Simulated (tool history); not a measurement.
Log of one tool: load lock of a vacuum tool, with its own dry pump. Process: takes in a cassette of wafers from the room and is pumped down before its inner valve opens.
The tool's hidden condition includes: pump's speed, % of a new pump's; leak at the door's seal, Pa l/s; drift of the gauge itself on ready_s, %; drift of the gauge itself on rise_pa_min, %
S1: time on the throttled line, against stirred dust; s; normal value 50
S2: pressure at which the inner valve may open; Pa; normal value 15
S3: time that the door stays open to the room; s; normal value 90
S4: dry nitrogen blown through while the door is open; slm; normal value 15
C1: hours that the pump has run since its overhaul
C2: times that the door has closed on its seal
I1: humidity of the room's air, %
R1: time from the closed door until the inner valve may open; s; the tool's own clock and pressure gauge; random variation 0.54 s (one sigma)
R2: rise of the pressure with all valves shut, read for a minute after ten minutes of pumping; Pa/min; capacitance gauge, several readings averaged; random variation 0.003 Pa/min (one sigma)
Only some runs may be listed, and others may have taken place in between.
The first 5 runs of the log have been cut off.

{"run": 6, "hour": 589.8, "S1": 50, "S2": 15, "S3": 90, "S4": 14, "C1": 8360, "C2": 12549, "I1": 42.2, "R1": 78.5, "R2": 0.253}
{"run": 7, "hour": 744.1, "S1": 50, "S2": 15, "S3": 90, "S4": 14, "C1": 8514, "C2": 12823, "I1": 47.1, "R1": 78.9, "R2": 0.264}
{"run": 8, "hour": 888.1, "S1": 50, "S2": 15, "S3": 90, "S4": 15, "C1": 8658, "C2": 13078, "I1": 51.4, "R1": 78.5, "R2": 0.272}
{"run": 9, "hour": 977.0, "S1": 26, "S2": 15, "S3": 90, "S4": 15, "C1": 8747, "C2": 13236, "I1": 43.6, "R1": 59.7, "R2": 0.262}
{"run": 10, "hour": 1141.0, "S1": 26, "S2": 15, "S3": 90, "S4": 15, "C1": 8911, "C2": 13527, "I1": 41.5, "R1": 61.2, "R2": 0.268}
{"run": 11, "hour": 1259.8, "S1": 26, "S2": 15, "S3": 90, "S4": 15, "C1": 9030, "C2": 13738, "I1": 47.1, "R1": 60.5, "R2": 0.277}
{"run": 12, "hour": 1363.2, "S1": 26, "S2": 15, "S3": 90, "S4": 15, "C1": 9133, "C2": 13921, "I1": 45.6, "R1": 60.8, "R2": 0.287}
{"run": 13, "hour": 1477.7, "S1": 26, "S2": 15, "S3": 90, "S4": 15, "C1": 9248, "C2": 14124, "I1": 43.2, "R1": 60.5, "R2": 0.284}
{"run": 14, "hour": 1547.7, "S1": 26, "S2": 15, "S3": 90, "S4": 23, "C1": 9318, "C2": 14248, "I1": 43.2, "R1": 59.8, "R2": 0.275}
{"run": 15, "hour": 1618.0, "S1": 50, "S2": 15, "S3": 90, "S4": 15, "C1": 9388, "C2": 14373, "I1": 44.4, "R1": 79.6, "R2": 0.292}
{"run": 16, "hour": 1708.1, "S1": 99, "S2": 15, "S3": 120, "S4": 4, "C1": 9478, "C2": 14533, "I1": 46.1, "R1": 116.6, "R2": 0.334}
{"run": 17, "hour": 1854.4, "S1": 99, "S2": 15, "S3": 120, "S4": 4, "C1": 9625, "C2": 14792, "I1": 47.9, "R1": 118.4, "R2": 0.34}
{"run": 18, "hour": 1932.5, "S1": 46, "S2": 15, "S3": 26, "S4": 4, "C1": 9703, "C2": 14931, "I1": 46.4, "R1": 76.3, "R2": 0.298}
{"run": 19, "hour": 2007.8, "S1": 46, "S2": 15, "S3": 26, "S4": 4, "C1": 9778, "C2": 15064, "I1": 43.3, "R1": 77.0, "R2": 0.296}
{"run": 20, "hour": 2083.1, "S1": 50, "S2": 14, "S3": 90, "S4": 33, "C1": 9853, "C2": 15198, "I1": 45.9, "R1": 80.5, "R2": 0.295}
{"run": 21, "hour": 2161.9, "S1": 50, "S2": 14, "S3": 90, "S4": 33, "C1": 9932, "C2": 15338, "I1": 48.9, "R1": 80.6, "R2": 0.296}
{"run": 22, "hour": 2298.6, "S1": 30, "S2": 24, "S3": 90, "S4": 27, "C1": 10069, "C2": 15580, "I1": 43.5, "R1": 62.4, "R2": 0.307}
{"run": 23, "hour": 2426.6, "S1": 25, "S2": 24, "S3": 59, "S4": 27, "C1": 10197, "C2": 15807, "I1": 44.2, "R1": 58.3, "R2": 0.307}
{"run": 24, "hour": 2588.4, "S1": 25, "S2": 24, "S3": 59, "S4": 27, "C1": 10359, "C2": 16094, "I1": 45.6, "R1": 58.7, "R2": 0.322}
{"run": 25, "hour": 2682.3, "S1": 44, "S2": 18, "S3": 59, "S4": 27, "C1": 10452, "C2": 16261, "I1": 41.7, "R1": 74.4, "R2": 0.318}
{"run": 26, "hour": 2840.3, "S1": 64, "S2": 24, "S3": 29, "S4": 30, "C1": 10611, "C2": 16541, "I1": 45.6, "R1": 88.6, "R2": 0.32}
{"run": 27, "hour": 2989.1, "S1": 65, "S2": 24, "S3": 60, "S4": 30, "C1": 10759, "C2": 16805, "I1": 43.1, "R1": 89.4, "R2": 0.338}
{"run": 28, "hour": 3122.1, "S1": 65, "S2": 24, "S3": 58, "S4": 30, "C1": 10892, "C2": 17041, "I1": 41.7, "R1": 88.5, "R2": 0.352}
{"run": 29, "hour": 3277.5, "S1": 25, "S2": 28, "S3": 58, "S4": 30, "C1": 11048, "C2": 17317, "I1": 43.8, "R1": 58.3, "R2": 0.351}
{"run": 30, "hour": 3355.3, "S1": 83, "S2": 22, "S3": 90, "S4": 15, "C1": 11125, "C2": 17455, "I1": 44.0, "R1": 103.7, "R2": 0.376}

Forecast each of these 3 alternatives for the next run:
{"run": "A", "hour": 3515.4, "S1": 83, "S2": 22, "S3": 83, "S4": 15, "C1": 11286, "C2": 17739, "I1": 42.9, "R1": "?", "R2": "?"}
{"run": "B", "hour": 3515.4, "S1": 98, "S2": 22, "S3": 90, "S4": 36, "C1": 11286, "C2": 17739, "I1": 44.4, "R1": "?", "R2": "?"}
{"run": "C", "hour": 3515.4, "S1": 50, "S2": 15, "S3": 77, "S4": 15, "C1": 11286, "C2": 17739, "I1": 44.4, "R1": "?", "R2": "?"}

run=A R1=104.1 R2=0.380
run=B R1=116.1 R2=0.367
run=C R1=79.9 R2=0.386
Had the tool no hidden state, the same runs would have come out as:
run=A R1=100.1 R2=0.046
run=B R1=112.7 R2=0.034
run=C R1=74.2 R2=0.049

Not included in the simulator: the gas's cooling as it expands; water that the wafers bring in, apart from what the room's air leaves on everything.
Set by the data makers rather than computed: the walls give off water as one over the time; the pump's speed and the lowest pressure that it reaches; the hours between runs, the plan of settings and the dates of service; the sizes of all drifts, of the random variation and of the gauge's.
